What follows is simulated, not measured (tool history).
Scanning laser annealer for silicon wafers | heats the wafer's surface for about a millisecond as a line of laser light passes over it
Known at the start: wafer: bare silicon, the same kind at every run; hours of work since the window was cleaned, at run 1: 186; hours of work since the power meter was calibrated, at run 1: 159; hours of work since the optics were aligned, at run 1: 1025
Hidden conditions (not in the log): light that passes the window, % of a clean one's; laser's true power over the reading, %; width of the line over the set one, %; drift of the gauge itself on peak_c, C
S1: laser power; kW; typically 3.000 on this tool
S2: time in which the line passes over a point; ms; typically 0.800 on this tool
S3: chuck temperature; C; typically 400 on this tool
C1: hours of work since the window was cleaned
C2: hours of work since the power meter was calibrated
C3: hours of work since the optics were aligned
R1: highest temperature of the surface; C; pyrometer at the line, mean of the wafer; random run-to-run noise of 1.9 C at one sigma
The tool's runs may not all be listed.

run 1 hour=0.0 | S1=3.000 S2=0.800 S3=400 | C1=186 C2=159 C3=1025 | R1=1116
run 2 hour=9.7 | S1=3.000 S2=0.800 S3=400 | C1=192 C2=165 C3=1031 | R1=1118
run 3 hour=18.9 | S1=3.000 S2=0.800 S3=400 | C1=197 C2=170 C3=1037 | R1=1119
run 4 hour=25.0 | S1=3.000 S2=0.800 S3=400 | C1=201 C2=174 C3=1040 | R1=1115
run 5 hour=30.2 | S1=3.000 S2=0.800 S3=400 | C1=204 C2=177 C3=1043 | R1=1116
run 6 hour=38.2 | S1=3.000 S2=0.800 S3=400 | C1=209 C2=182 C3=1048 | R1=1115
run 7 hour=42.9 | S1=3.234 S2=0.800 S3=400 | C1=212 C2=185 C3=1051 | R1=1183
run 8 hour=52.2 | S1=3.000 S2=0.800 S3=395 | C1=217 C2=190 C3=1056 | R1=1110
run 9 hour=61.6 | S1=3.000 S2=0.800 S3=395 | C1=223 C2=196 C3=1062 | R1=1111
run 10 hour=68.9 | S1=2.895 S2=0.800 S3=400 | C1=227 C2=200 C3=1066 | R1=1085
run 11 hour=75.0 | S1=2.895 S2=0.800 S3=400 | C1=231 C2=204 C3=1070 | R1=1086
run 12 hour=82.7 | S1=3.184 S2=0.932 S3=407 | C1=235 C2=208 C3=1074 | R1=1237
run 13 hour=90.0 | S1=3.000 S2=0.800 S3=388 | C1=240 C2=213 C3=1079 | R1=1100

What will run 14 give?
run 14 hour=98.6 | S1=2.739 S2=0.800 S3=388 | C1=245 C2=218 C3=1084 | R1=?

{"run 14": {"R1": 1030}}
Minus the tool's unlogged condition, the same run would have read R1 1031 C.

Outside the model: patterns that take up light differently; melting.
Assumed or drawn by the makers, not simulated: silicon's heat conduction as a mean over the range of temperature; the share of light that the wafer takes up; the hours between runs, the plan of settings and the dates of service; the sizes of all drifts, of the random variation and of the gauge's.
